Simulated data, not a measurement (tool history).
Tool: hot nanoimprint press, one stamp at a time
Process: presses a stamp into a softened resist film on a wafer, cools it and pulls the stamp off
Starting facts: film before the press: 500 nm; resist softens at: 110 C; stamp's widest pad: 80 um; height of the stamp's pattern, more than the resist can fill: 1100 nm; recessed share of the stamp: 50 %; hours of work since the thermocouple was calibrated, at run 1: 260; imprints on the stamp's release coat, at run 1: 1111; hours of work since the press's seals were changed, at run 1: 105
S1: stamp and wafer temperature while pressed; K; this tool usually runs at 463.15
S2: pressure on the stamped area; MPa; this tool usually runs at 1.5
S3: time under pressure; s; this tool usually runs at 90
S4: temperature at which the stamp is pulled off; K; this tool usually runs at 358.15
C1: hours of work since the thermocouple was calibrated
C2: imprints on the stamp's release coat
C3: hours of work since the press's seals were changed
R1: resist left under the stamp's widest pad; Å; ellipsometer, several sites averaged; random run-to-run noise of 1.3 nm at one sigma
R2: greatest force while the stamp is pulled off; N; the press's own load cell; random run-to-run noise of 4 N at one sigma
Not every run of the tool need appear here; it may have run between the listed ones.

run	hour	S1	S2	S3	S4	C1	C2	C3	R1	R2
1	0	463.15	1.5	90	358.15	260	1111	105	2058	260
2	11.6	463.15	1.5	90	358.15	267	1137	113	2089	259
3	25.2	463.15	2.18	90	358.15	276	1167	121	1772	267
# hour 35.4: stamp cleaned and given a new release coat
4	38.9	463.15	2.18	90	358.15	281	8	126	1764	239
5	54.2	461.15	1.5	90	358.15	290	42	136	2318	235
6	65.2	463.15	1.5	90	347.15	297	66	143	2100	280
7	75.2	463.15	1.5	90	347.15	303	89	149	2098	280
8	84.2	463.15	1.5	90	347.15	309	109	154	2098	286
9	95.9	463.15	1.5	90	358.15	317	135	162	2104	232
10	106.9	463.15	1.5	90	360.15	323	160	169	2090	233
11	119.2	463.15	1.5	90	360.15	331	187	177	2141	231
12	127.4	470.15	1.5	90	358.15	336	206	182	1486	241
13	135.5	470.15	1.5	90	358.15	341	224	187	1510	245
# hour 146.7: plate thermocouple calibrated
14	153.5	470.15	1.5	90	358.15	4	257	196	1480	243
15	163.2	463.15	1.5	177	358.15	10	279	202	1586	241
16	177.2	463.15	1.5	177	358.15	19	311	211	1590	244
17	194.3	463.15	1.5	167	362.15	30	349	222	1648	235
18	206.4	463.15	1.5	167	362.15	38	376	230	1656	228
19	216.7	464.15	1.5	167	352.15	44	399	236	1577	275
20	232.3	466.15	1.5	167	356.15	54	434	246	1411	255
21	243.3	457.15	2.01	98	361.15	61	459	253	2489	229
# hour 259.6: plate thermocouple calibrated, once more
22	261.1	457.15	2.01	98	361.15	1	492	262	2384	231
23	272	463.15	1.14	112	358.15	8	516	269	2100	245
24	285.5	463.15	1.14	90	351.15	16	547	277	2298	281
25	302.5	463.15	1.14	90	351.15	27	585	288	2322	281
26	313.5	466.15	1.5	120	358.15	34	609	295	1564	252
27	320.9	466.15	1.96	120	358.15	39	626	300	1366	250
28	336.6	463.15	1.41	122	358.15	48	661	310	1864	248
29	349.6	466.15	1.53	144	360.15	57	690	318	1422	247

Consider 4 possible next runs. They are alternatives, not a sequence: every one starts from the tool as it was left by run 29. What does each give?
A	358.6	467.15	0.9	90	345.15	62	710	324	?	?
B	358.6	463.15	1.5	102	358.15	62	710	324	?	?
C	358.6	466.15	1.53	56	360.15	62	710	324	?	?
D	358.6	471.15	0.92	90	348.15	62	710	324	?	?

run	R1	R2
A	2140	317
B	1943	255
C	2159	239
D	1741	308
The same runs, with their run-to-run variation unchanged, on a tool lacking any hidden condition would have given:
run	R1	R2
A	2104	294
B	1903	237
C	2117	221
D	1710	286

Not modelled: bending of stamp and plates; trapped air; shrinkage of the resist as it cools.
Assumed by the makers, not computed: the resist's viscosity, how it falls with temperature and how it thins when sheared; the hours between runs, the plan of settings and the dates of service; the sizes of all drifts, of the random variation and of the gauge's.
